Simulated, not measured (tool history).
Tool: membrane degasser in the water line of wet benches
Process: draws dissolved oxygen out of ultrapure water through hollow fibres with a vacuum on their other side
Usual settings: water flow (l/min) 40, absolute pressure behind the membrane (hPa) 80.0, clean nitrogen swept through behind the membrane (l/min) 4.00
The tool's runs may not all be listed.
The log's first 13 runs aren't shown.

run    hour  water flow (l/min)  absolute pressure behind the membrane (hPa)  clean nitrogen swept through behind the membrane (l/min)  dissolved oxygen in the water behind the degasser (ppb)  pressure that the water loses in the fibres (hPa)
 14   732.0                  40                                         80.0                                                      4.00                                                    192.2                                              493.8
 15   785.3                  40                                         80.0                                                      4.00                                                    191.4                                              493.2
 16   819.4                  57                                         80.0                                                      4.00                                                    296.4                                              701.4
 17   893.5                  57                                         80.0                                                      4.00                                                    292.6                                              703.8
 18   962.8                  40                                         58.1                                                      3.51                                                    149.4                                              494.4
      986.1  -- vacuum gauge calibrated, once more
 19  1038.2                  40                                         58.1                                                      3.51                                                    140.4                                              492.0
 20  1098.2                  62                                        150.5                                                      5.17                                                    456.9                                              765.9
 21  1130.0                  52                                        114.1                                                      5.17                                                    305.6                                              645.1
 22  1204.8                  55                                        132.1                                                      7.13                                                    304.5                                              679.9
 23  1257.5                  55                                        132.1                                                      7.13                                                    301.3                                              680.6
 24  1330.5                  43                                         77.3                                                      8.44                                                    139.6                                              531.2
 25  1395.9                  43                                         77.3                                                      8.44                                                    138.9                                              535.2
 26  1431.5                  63                                         63.0                                                      7.36                                                    216.4                                              782.4
 27  1467.1                  59                                         57.5                                                      7.36                                                    189.3                                              727.8
 28  1528.9                  59                                        199.6                                                     11.30                                                    341.4                                              730.6
 29  1585.6                  29                                        119.3                                                     10.40                                                    100.4                                              359.3
 30  1642.7                  33                                        188.4                                                      4.00                                                    345.2                                              411.5
 31  1682.8                  43                                         49.2                                                      3.53                                                    137.1                                              537.7
 32  1720.1                  43                                         49.2                                                      3.53                                                    133.8                                              532.4
 33  1753.9                  43                                         49.2                                                      3.53                                                    134.9                                              536.4

3 ways to go on from here, each from the tool as it stands after run 33. What would each give?
  A  1816.2                  40                                         74.0                                                      4.00                                                        ?                                                  ?
  B  1816.2                  47                                         49.2                                                      3.53                                                        ?                                                  ?
  C  1816.2                  43                                         80.0                                                      4.00                                                        ?                                                  ?

run  dissolved oxygen in the water behind the degasser (ppb)  pressure that the water loses in the fibres (hPa)
  A                                                    173.7                                              496.1
  B                                                    153.2                                              583.7
  C                                                    204.3                                              533.2
Without the tool's hidden state the same runs would have given:
run  dissolved oxygen in the water behind the degasser (ppb)  pressure that the water loses in the fibres (hPa)
  A                                                    160.3                                              477.9
  B                                                    136.7                                              562.3
  C                                                    189.7                                              513.6
